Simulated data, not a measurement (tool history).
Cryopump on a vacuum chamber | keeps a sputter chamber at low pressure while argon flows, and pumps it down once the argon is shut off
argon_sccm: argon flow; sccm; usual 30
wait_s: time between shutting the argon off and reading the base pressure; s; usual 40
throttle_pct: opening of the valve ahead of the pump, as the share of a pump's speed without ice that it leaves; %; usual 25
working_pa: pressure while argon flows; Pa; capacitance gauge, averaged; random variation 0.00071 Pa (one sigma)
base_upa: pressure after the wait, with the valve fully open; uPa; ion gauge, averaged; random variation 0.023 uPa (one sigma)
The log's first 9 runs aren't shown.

run,hour,argon_sccm,wait_s,throttle_pct,working_pa,base_upa
10,136.2,30,40,49,0.068,1.87
11,150.1,30,50,49,0.067,1.77
12,159.2,30,50,49,0.0689,1.86
13,175.6,30,50,49,0.0671,1.77
14,195.6,30,40,25,0.1314,2
15,205.9,30,40,25,0.1297,1.95
16,226.6,30,40,16,0.2022,1.96
17,236.2,30,40,25,0.1308,1.97
18,250.2,13,180,29,0.0484,1.51
19,262.3,16,33,38,0.0463,2.15
20,276.9,15,33,31,0.0523,2.12
21,290.5,46,265,19,0.2612,1.53
22,309.8,46,265,19,0.2623,1.61
23,327.5,30,224,31,0.1065,1.56
24,344,30,224,31,0.1059,1.66
25,356.9,30,224,31,0.1076,1.64
26,370.8,30,33,25,0.1326,2.31
27,387.3,34,52,41,0.0929,2.08
28,404.3,40,219,49,0.0927,1.68
29,422.9,38,219,59,0.0755,1.68
30,435.1,13,56,24,0.0592,2.08
31,456.7,30,40,33,0.1009,2.3
32,475.8,27,74,26,0.1132,2.01
33,488.3,27,74,26,0.114,2.04
34,507.5,27,74,26,0.1141,2.06

4 ways to go on from here, each from the tool as it stands after run 34. What would each give?
A,517.3,43,165,25,?,?
B,517.3,39,138,24,?,?
C,517.3,20,77,27,?,?
D,517.3,55,97,25,?,?

run,working_pa,base_upa
A,0.1895,1.86
B,0.177,1.89
C,0.082,2.06
D,0.2437,1.98
Without the tool's hidden state the same runs would have given:
run,working_pa,base_upa
A,0.1807,0.32
B,0.169,0.37
C,0.0779,0.52
D,0.2323,0.45

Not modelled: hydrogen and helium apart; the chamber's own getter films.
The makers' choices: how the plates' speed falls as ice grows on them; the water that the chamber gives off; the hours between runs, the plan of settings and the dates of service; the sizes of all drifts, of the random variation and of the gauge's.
